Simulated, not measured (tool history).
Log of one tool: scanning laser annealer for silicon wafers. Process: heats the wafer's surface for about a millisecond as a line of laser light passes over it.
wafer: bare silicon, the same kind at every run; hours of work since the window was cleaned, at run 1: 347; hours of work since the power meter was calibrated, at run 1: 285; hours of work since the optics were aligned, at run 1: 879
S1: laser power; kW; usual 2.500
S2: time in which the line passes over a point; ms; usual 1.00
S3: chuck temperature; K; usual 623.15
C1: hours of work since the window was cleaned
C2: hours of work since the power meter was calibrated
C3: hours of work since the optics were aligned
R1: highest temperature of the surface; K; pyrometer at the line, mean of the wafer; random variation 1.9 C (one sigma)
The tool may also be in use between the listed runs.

| run | hour | S1 | S2 | S3 | C1 | C2 | C3 | R1 |
|---|---|---|---|---|---|---|---|---|
| 1 | 0.0 | 2.500 | 1.00 | 623.15 | 347 | 285 | 879 | 1411.15 |
| 2 | 34.1 | 2.138 | 1.00 | 623.15 | 363 | 302 | 896 | 1279.15 |
| 3 | 73.9 | 2.500 | 1.00 | 623.15 | 383 | 322 | 915 | 1409.15 |
| 4 | 115.0 | 2.500 | 1.00 | 623.15 | 404 | 342 | 936 | 1410.15 |
| 5 | 155.0 | 2.500 | 1.00 | 623.15 | 423 | 362 | 956 | 1410.15 |
|  | 194.8 | window over the wafer cleaned |
| 6 | 202.6 | 2.500 | 1.00 | 623.15 | 4 | 385 | 978 | 1410.15 |
| 7 | 225.7 | 2.500 | 1.00 | 623.15 | 15 | 396 | 990 | 1411.15 |
| 8 | 262.2 | 2.500 | 1.09 | 623.15 | 33 | 414 | 1008 | 1443.15 |
| 9 | 307.8 | 2.500 | 1.00 | 598.15 | 56 | 437 | 1030 | 1386.15 |
| 10 | 336.2 | 2.141 | 1.00 | 589.15 | 70 | 451 | 1045 | 1245.15 |
| 11 | 366.1 | 2.417 | 0.97 | 623.15 | 85 | 466 | 1059 | 1374.15 |
| 12 | 405.7 | 2.417 | 0.97 | 623.15 | 105 | 486 | 1079 | 1371.15 |
| 13 | 427.4 | 2.293 | 0.87 | 591.15 | 115 | 496 | 1090 | 1260.15 |
| 14 | 468.2 | 2.685 | 1.08 | 634.15 | 136 | 517 | 1110 | 1524.15 |
| 15 | 508.4 | 2.508 | 1.20 | 642.15 | 156 | 537 | 1130 | 1503.15 |
| 16 | 556.1 | 2.508 | 1.13 | 588.15 | 179 | 560 | 1154 | 1422.15 |

3 ways to go on from here, each from the tool as it stands after run 16. What would each give?
| A | 593.4 | 2.263 | 1.06 | 638.15 | 198 | 579 | 1172 | ? |
| B | 593.4 | 2.508 | 1.23 | 588.15 | 198 | 579 | 1172 | ? |
| C | 593.4 | 2.147 | 0.84 | 588.15 | 198 | 579 | 1172 | ? |

| run | R1 |
|---|---|
| A | 1359.15 |
| B | 1457.15 |
| C | 1198.15 |
Without the tool's hidden state the same runs would have given:
| run | R1 |
|---|---|
| A | 1360.15 |
| B | 1458.15 |
| C | 1198.15 |

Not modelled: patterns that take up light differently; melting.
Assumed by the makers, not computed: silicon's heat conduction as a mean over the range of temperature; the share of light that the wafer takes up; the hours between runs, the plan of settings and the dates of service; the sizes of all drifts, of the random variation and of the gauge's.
